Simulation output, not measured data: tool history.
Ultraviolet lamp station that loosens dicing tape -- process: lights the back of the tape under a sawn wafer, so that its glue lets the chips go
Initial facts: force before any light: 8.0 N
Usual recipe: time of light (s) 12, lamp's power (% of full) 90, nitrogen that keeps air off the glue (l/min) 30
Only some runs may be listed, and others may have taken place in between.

| run | hour | time of light (s) | lamp's power (% of full) | nitrogen that keeps air off the glue (l/min) | force that peels the tape off (N) | light that reached the tape (mJ/cm²) |
|---|---|---|---|---|---|---|
| 1 | 0 | 12 | 90 | 30 | 0.287 | 536 |
| 2 | 18.9 | 12 | 90 | 30 | 0.294 | 527 |
| 3 | 44.9 | 12 | 84 | 30 | 0.329 | 497 |
| 4 | 64.1 | 12 | 90 | 30 | 0.297 | 531 |
| 5 | 85.6 | 12 | 90 | 30 | 0.278 | 527 |
| 6 | 107.4 | 12 | 90 | 44 | 0.276 | 525 |
| 7 | 128.7 | 14 | 90 | 44 | 0.232 | 604 |
| 8 | 142.1 | 12 | 90 | 30 | 0.298 | 516 |
| 9 | 162.6 | 12 | 90 | 30 | 0.297 | 525 |
| 10 | 181.1 | 12 | 90 | 30 | 0.298 | 516 |
| 11 | 206.8 | 12 | 90 | 30 | 0.304 | 515 |
| 12 | 235 | 8 | 90 | 30 | 0.57 | 344 |
| 13 | 258.3 | 12 | 90 | 30 | 0.299 | 508 |
| 14 | 282.9 | 12 | 94 | 30 | 0.297 | 532 |
| 15 | 308.2 | 15 | 90 | 30 | 0.267 | 622 |
| 16 | 332.2 | 15 | 90 | 30 | 0.257 | 621 |
| 17 | 350.3 | 15 | 90 | 30 | 0.268 | 618 |
| 18 | 368.1 | 15 | 90 | 30 | 0.252 | 619 |
| 19 | 380 | 12 | 90 | 30 | 0.31 | 493 |
| 20 | 397.9 | 12 | 90 | 30 | 0.315 | 491 |
| 21 | 418.6 | 12 | 90 | 30 | 0.32 | 494 |
| 22 | 438.9 | 12 | 90 | 30 | 0.316 | 492 |
| 23 | 454 | 17 | 76 | 30 | 0.264 | 580 |
| 24 | 468.3 | 7 | 90 | 30 | 0.828 | 286 |
| 25 | 488 | 16 | 74 | 30 | 0.281 | 527 |
| 26 | 500.1 | 16 | 74 | 30 | 0.297 | 527 |
| 27 | 523.8 | 17 | 67 | 13 | 0.477 | 509 |
| 28 | 550.6 | 12 | 72 | 30 | 0.455 | 389 |
| 29 | 577.8 | 9 | 74 | 27 | 0.835 | 293 |
| 30 | 603.6 | 12 | 83 | 10 | 0.748 | 430 |
| 31 | 623.2 | 10 | 78 | 9 | 1.249 | 345 |
| 32 | 643.5 | 12 | 90 | 28 | 0.343 | 468 |
| 33 | 667.4 | 12 | 90 | 28 | 0.353 | 462 |
| 34 | 693.8 | 12 | 90 | 28 | 0.361 | 468 |
| 35 | 707.9 | 12 | 90 | 28 | 0.368 | 459 |
| 36 | 724.1 | 12 | 90 | 28 | 0.367 | 459 |
| 37 | 743.5 | 12 | 90 | 28 | 0.36 | 460 |
| 38 | 755.4 | 23 | 62 | 13 | 0.359 | 604 |
|  | 767.7 | window cleaned of glue's vapour |
| 39 | 772.6 | 7 | 90 | 30 | 0.783 | 289 |
| 40 | 787.8 | 7 | 90 | 30 | 0.775 | 283 |
| 41 | 802.5 | 13 | 90 | 30 | 0.298 | 525 |
| 42 | 820.8 | 6 | 76 | 30 | 1.428 | 204 |
| 43 | 838.5 | 11 | 70 | 30 | 0.571 | 348 |

Below, some changes in force that peels the tape off (N) between adjacent runs. For each, the amount present without the hidden state too (settings, incoming material, random variation) and the amount remaining for the hidden state with gauge scatter not shared by both compared results:
Hidden conditions of the tool in this case: lamp's light, % of a new lamp's; light that the window lets through, % of a clean one's; drift of the gauge itself on peel_n, %; drift of the gauge itself on dose_mj_cm2, %.
Run 23 -> 24: time of light (s) 17 -> 7, lamp's power (% of full) 76 -> 90. force that peels the tape off (N) +0.564: hidden state +0.196, all else +0.368.
Run 31 -> 32: time of light (s) 10 -> 12, lamp's power (% of full) 78 -> 90, nitrogen that keeps air off the glue (l/min) 9 -> 28. force that peels the tape off (N) -0.906: hidden state -0.295, all else -0.611.
Run 41 -> 42: time of light (s) 13 -> 6, lamp's power (% of full) 90 -> 76. force that peels the tape off (N) +1.13: hidden state +0.294, all else +0.836.
Run 42 -> 43: time of light (s) 6 -> 11, lamp's power (% of full) 76 -> 70. force that peels the tape off (N) -0.857: hidden state -0.185, all else -0.672.
